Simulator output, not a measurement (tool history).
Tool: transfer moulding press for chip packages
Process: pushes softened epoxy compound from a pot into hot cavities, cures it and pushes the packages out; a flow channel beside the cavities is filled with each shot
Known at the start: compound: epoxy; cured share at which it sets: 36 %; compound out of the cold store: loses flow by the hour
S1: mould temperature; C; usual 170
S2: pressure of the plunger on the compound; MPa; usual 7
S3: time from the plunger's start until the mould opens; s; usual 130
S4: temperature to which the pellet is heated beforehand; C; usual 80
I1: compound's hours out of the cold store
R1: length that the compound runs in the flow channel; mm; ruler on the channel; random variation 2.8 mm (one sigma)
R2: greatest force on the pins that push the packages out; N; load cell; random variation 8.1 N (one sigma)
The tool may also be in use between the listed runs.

| run | hour | S1 | S2 | S3 | S4 | I1 | R1 | R2 |
|---|---|---|---|---|---|---|---|---|
| 1 | 0 | 170 | 7 | 130 | 80 | 40.9 | 900 | 351 |
| 2 | 35.2 | 170 | 7 | 130 | 80 | 47.4 | 865 | 359 |
| 3 | 60.1 | 170 | 7 | 130 | 80 | 18.1 | 1030 | 363 |
| 4 | 86.2 | 170 | 7 | 130 | 80 | 26 | 987 | 356 |
| 5 | 119.4 | 170 | 8.65 | 130 | 80 | 17 | 1155 | 368 |
| 6 | 147.2 | 170 | 7 | 130 | 80 | 39.2 | 908 | 349 |
| 7 | 174.4 | 170 | 7 | 130 | 80 | 33.5 | 944 | 358 |
| 8 | 197.4 | 170 | 7 | 130 | 80 | 42.8 | 888 | 343 |
| 9 | 212.1 | 170 | 7 | 130 | 73 | 8.6 | 1093 | 351 |
| 10 | 233.7 | 170 | 7 | 130 | 73 | 34.4 | 933 | 355 |
| 11 | 258.4 | 170 | 7 | 130 | 73 | 43.5 | 892 | 356 |
| 12 | 291.1 | 170 | 5.53 | 130 | 80 | 30.9 | 843 | 366 |
| 13 | 324.6 | 170 | 5.53 | 130 | 80 | 21.9 | 895 | 354 |
| 14 | 360.8 | 170 | 5.53 | 130 | 80 | 18.7 | 911 | 355 |
| 15 | 375.5 | 170 | 5.53 | 130 | 80 | 44.8 | 784 | 352 |
| 16 | 393 | 165 | 7 | 117 | 81 | 23.3 | 1018 | 530 |
| 17 | 425.3 | 165 | 7 | 117 | 81 | 22.1 | 1025 | 549 |
| 18 | 448.2 | 165 | 7 | 117 | 81 | 10.7 | 1102 | 570 |
| 19 | 469.2 | 164 | 8.71 | 117 | 81 | 23.7 | 1138 | 584 |
| 20 | 501.3 | 170 | 7 | 163 | 80 | 27.7 | 974 | 324 |
| 21 | 527.7 | 170 | 6.4 | 152 | 80 | 36.9 | 881 | 329 |
| 22 | 543.1 | 174 | 7 | 164 | 71 | 22.8 | 990 | 335 |
| 23 | 576.8 | 174 | 7 | 164 | 78 | 30.6 | 941 | 327 |
| 24 | 601.2 | 175 | 7 | 150 | 72 | 11.4 | 1053 | 320 |
| 25 | 619.7 | 175 | 7 | 150 | 72 | 39.6 | 896 | 333 |
| 26 | 636.9 | 170 | 6.35 | 151 | 80 | 21.6 | 958 | 342 |
| 27 | 658 | 170 | 6.68 | 122 | 89 | 34.4 | 915 | 363 |
| 28 | 685.4 | 176 | 6.34 | 147 | 73 | 18.3 | 955 | 324 |

Taken out of this log: 11 entries between the listed runs. Where each belongs, and how the hidden state differs across it:
Between runs 1 and 2: cavities cleaned with cleaning compound and waxed (hour 28.7)
  true mould temperature over the reading, C: 0 -> -0.01; pressure that reaches the compound, % of what is set: 99.91 -> 99.9; grip of the stained cavities, % over clean ones': 0.5 -> 0.1
Between runs 2 and 3: plunger's sealing rings changed (hour 57.7)
  pressure that reaches the compound, % of what is set: 99.9 -> 100; grip of the stained cavities, % over clean ones': 0.1 -> 0.3
Between runs 4 and 5: cavities cleaned with cleaning compound and waxed (hour 105.6)
  grip of the stained cavities, % over clean ones': 0.5 -> 0.2
Between runs 7 and 8: cavities cleaned with cleaning compound and waxed (hour 180.9)
  grip of the stained cavities, % over clean ones': 0.6 -> 0.2
Between runs 10 and 11: cavities cleaned with cleaning compound and waxed (hour 254.5)
  grip of the stained cavities, % over clean ones': 0.5 -> 0.1
Between runs 13 and 14: cavities cleaned with cleaning compound and waxed (hour 328.7)
  grip of the stained cavities, % over clean ones': 0.6 -> 0.3
Between runs 16 and 17: cavities cleaned with cleaning compound and waxed (hour 404.5)
  pressure that reaches the compound, % of what is set: 99.93 -> 99.92; grip of the stained cavities, % over clean ones': 0.5 -> 0.2
Between runs 19 and 20: cavities cleaned with cleaning compound and waxed (hour 478.4); plunger's sealing rings changed (hour 493.3)
  pressure that reaches the compound, % of what is set: 99.91 -> 99.99; grip of the stained cavities, % over clean ones': 0.6 -> 0.2
Between runs 22 and 23: cavities cleaned with cleaning compound and waxed (hour 554.3)
  grip of the stained cavities, % over clean ones': 0.5 -> 0.2
Between runs 25 and 26: cavities cleaned with cleaning compound and waxed (hour 629.5)
  pressure that reaches the compound, % of what is set: 99.97 -> 99.96; grip of the stained cavities, % over clean ones': 0.6 -> 0.1
